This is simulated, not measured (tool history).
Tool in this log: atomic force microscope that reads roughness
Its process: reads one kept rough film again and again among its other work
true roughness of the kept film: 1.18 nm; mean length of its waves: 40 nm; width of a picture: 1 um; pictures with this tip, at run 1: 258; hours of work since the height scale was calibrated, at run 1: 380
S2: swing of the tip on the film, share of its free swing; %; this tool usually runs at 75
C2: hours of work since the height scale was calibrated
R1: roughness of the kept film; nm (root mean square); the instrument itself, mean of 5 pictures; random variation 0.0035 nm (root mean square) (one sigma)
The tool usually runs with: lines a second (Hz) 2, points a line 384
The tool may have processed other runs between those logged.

run 1 day=0 | lines_a_second_(Hz)=2 S2=75 points_a_line=384 | pictures_with_this_tip=258 C2=380 | R1=1.045
run 2 day=1.471 | lines_a_second_(Hz)=2 S2=75 points_a_line=384 | pictures_with_this_tip=316 C2=398 | R1=1.036
-- day=1.867 new tip fitted
run 3 day=3.962 | lines_a_second_(Hz)=2 S2=75 points_a_line=384 | pictures_with_this_tip=82 C2=428 | R1=1.068
run 4 day=6.371 | lines_a_second_(Hz)=2 S2=75 points_a_line=384 | pictures_with_this_tip=176 C2=458 | R1=1.056
run 5 day=7.742 | lines_a_second_(Hz)=2 S2=75 points_a_line=384 | pictures_with_this_tip=229 C2=474 | R1=1.051
run 6 day=8.796 | lines_a_second_(Hz)=2 S2=75 points_a_line=335 | pictures_with_this_tip=270 C2=487 | R1=1.037
-- day=10.425 new tip fitted
run 7 day=10.988 | lines_a_second_(Hz)=2 S2=75 points_a_line=384 | pictures_with_this_tip=22 C2=514 | R1=1.069
run 8 day=12.258 | lines_a_second_(Hz)=3.27 S2=75 points_a_line=384 | pictures_with_this_tip=71 C2=529 | R1=1.033
run 9 day=14.208 | lines_a_second_(Hz)=3.27 S2=80 points_a_line=384 | pictures_with_this_tip=147 C2=553 | R1=0.995
run 10 day=16.521 | lines_a_second_(Hz)=3.27 S2=80 points_a_line=384 | pictures_with_this_tip=238 C2=581 | R1=0.977
run 11 day=17.683 | lines_a_second_(Hz)=3.27 S2=80 points_a_line=384 | pictures_with_this_tip=283 C2=595 | R1=0.974
-- day=18.979 new tip fitted
run 12 day=20.183 | lines_a_second_(Hz)=2 S2=75 points_a_line=384 | pictures_with_this_tip=46 C2=626 | R1=1.067
run 13 day=21.383 | lines_a_second_(Hz)=2 S2=84 points_a_line=384 | pictures_with_this_tip=93 C2=640 | R1=1.028
run 14 day=23.908 | lines_a_second_(Hz)=2 S2=84 points_a_line=384 | pictures_with_this_tip=192 C2=671 | R1=1.009
run 15 day=25.688 | lines_a_second_(Hz)=2 S2=75 points_a_line=474 | pictures_with_this_tip=261 C2=693 | R1=1.042
-- day=25.85 height scale calibrated on a step standard
-- day=27.646 new tip fitted
run 16 day=28.092 | lines_a_second_(Hz)=2 S2=75 points_a_line=474 | pictures_with_this_tip=17 C2=27 | R1=1.075
run 17 day=29.254 | lines_a_second_(Hz)=2 S2=75 points_a_line=474 | pictures_with_this_tip=63 C2=41 | R1=1.065
-- day=30.279 height scale calibrated on a step standard, once more
run 18 day=30.496 | lines_a_second_(Hz)=2 S2=75 points_a_line=430 | pictures_with_this_tip=109 C2=3 | R1=1.059
run 19 day=32.917 | lines_a_second_(Hz)=2 S2=75 points_a_line=384 | pictures_with_this_tip=204 C2=32 | R1=1.041
run 20 day=34.475 | lines_a_second_(Hz)=2 S2=75 points_a_line=384 | pictures_with_this_tip=264 C2=51 | R1=1.035
-- day=36.317 new tip fitted
run 21 day=36.712 | lines_a_second_(Hz)=2 S2=75 points_a_line=384 | pictures_with_this_tip=16 C2=78 | R1=1.067
run 22 day=38.521 | lines_a_second_(Hz)=3.65 S2=55 points_a_line=1021 | pictures_with_this_tip=86 C2=100 | R1=1.096
run 23 day=40.583 | lines_a_second_(Hz)=3.65 S2=55 points_a_line=1021 | pictures_with_this_tip=167 C2=126 | R1=1.085
run 24 day=42.746 | lines_a_second_(Hz)=3.65 S2=55 points_a_line=1021 | pictures_with_this_tip=251 C2=152 | R1=1.065
run 25 day=43.788 | lines_a_second_(Hz)=3.43 S2=55 points_a_line=1021 | pictures_with_this_tip=292 C2=165 | R1=1.063
-- day=44.858 new tip fitted
run 26 day=45.862 | lines_a_second_(Hz)=1.52 S2=55 points_a_line=261 | pictures_with_this_tip=39 C2=190 | R1=1.121
run 27 day=46.988 | lines_a_second_(Hz)=0.74 S2=55 points_a_line=946 | pictures_with_this_tip=83 C2=204 | R1=1.126
run 28 day=48.821 | lines_a_second_(Hz)=3.53 S2=83 points_a_line=384 | pictures_with_this_tip=154 C2=226 | R1=0.951
run 29 day=50.154 | lines_a_second_(Hz)=0.58 S2=71 points_a_line=639 | pictures_with_this_tip=206 C2=242 | R1=1.098
run 30 day=52.417 | lines_a_second_(Hz)=0.58 S2=71 points_a_line=639 | pictures_with_this_tip=294 C2=270 | R1=1.085
-- day=53.467 new tip fitted
run 31 day=54.492 | lines_a_second_(Hz)=0.58 S2=71 points_a_line=639 | pictures_with_this_tip=40 C2=295 | R1=1.116
run 32 day=56.929 | lines_a_second_(Hz)=0.58 S2=71 points_a_line=639 | pictures_with_this_tip=135 C2=325 | R1=1.112
run 33 day=58.958 | lines_a_second_(Hz)=0.58 S2=71 points_a_line=639 | pictures_with_this_tip=214 C2=350 | R1=1.099
run 34 day=60.483 | lines_a_second_(Hz)=0.58 S2=78 points_a_line=639 | pictures_with_this_tip=274 C2=368 | R1=1.082
-- day=61.979 new tip fitted
run 35 day=62.517 | lines_a_second_(Hz)=3.41 S2=78 points_a_line=356 | pictures_with_this_tip=21 C2=393 | R1=1.008
run 36 day=64.558 | lines_a_second_(Hz)=2.49 S2=90 points_a_line=303 | pictures_with_this_tip=101 C2=418 | R1=0.971
run 37 day=66.875 | lines_a_second_(Hz)=3.82 S2=68 points_a_line=387 | pictures_with_this_tip=191 C2=446 | R1=1.028
run 38 day=69.046 | lines_a_second_(Hz)=3.82 S2=68 points_a_line=387 | pictures_with_this_tip=276 C2=473 | R1=1.017
-- day=70.421 new tip fitted
run 39 day=71.529 | lines_a_second_(Hz)=3.82 S2=68 points_a_line=387 | pictures_with_this_tip=43 C2=503 | R1=1.054
run 40 day=72.554 | lines_a_second_(Hz)=3.15 S2=81 points_a_line=384 | pictures_with_this_tip=83 C2=515 | R1=0.991
run 41 day=74.004 | lines_a_second_(Hz)=1.54 S2=75 points_a_line=1021 | pictures_with_this_tip=139 C2=533 | R1=1.077
run 42 day=76.183 | lines_a_second_(Hz)=2 S2=80 points_a_line=399 | pictures_with_this_tip=224 C2=560 | R1=1.021

For some of the steps in R1 from one run to the next: how much would appear even if the tool had no hidden state, given the settings, what came in and random variation, and how much remains for the hidden state plus any gauge scatter that the measured result and the result without hidden state don't share?
The hidden state here: radius of the tip, nm; height scale over the true one, %; drift of the gauge itself on roughness_nm, %.
Run 11 -> 12: lines a second (Hz) 3.27 -> 2, S2 80 -> 75, new tip fitted. R1 +0.093 nm (root mean square): hidden state +0.031, all else +0.062.
Run 25 -> 26: lines a second (Hz) 3.43 -> 1.52, points a line 1021 -> 261, new tip fitted. R1 +0.058 nm (root mean square): hidden state +0.04, all else +0.018.
Run 27 -> 28: lines a second (Hz) 0.74 -> 3.53, S2 55 -> 83, points a line 946 -> 384. R1 -0.175 nm (root mean square): hidden state -0.007, all else -0.168.
Run 28 -> 29: lines a second (Hz) 3.53 -> 0.58, S2 83 -> 71, points a line 384 -> 639. R1 +0.147 nm (root mean square): hidden state -0.013, all else +0.16.
Run 30 -> 31: new tip fitted. R1 +0.031 nm (root mean square): hidden state +0.04, all else -0.009.
Run 34 -> 35: lines a second (Hz) 0.58 -> 3.41, points a line 639 -> 356, new tip fitted. R1 -0.074 nm (root mean square): hidden state +0.04, all else -0.114.
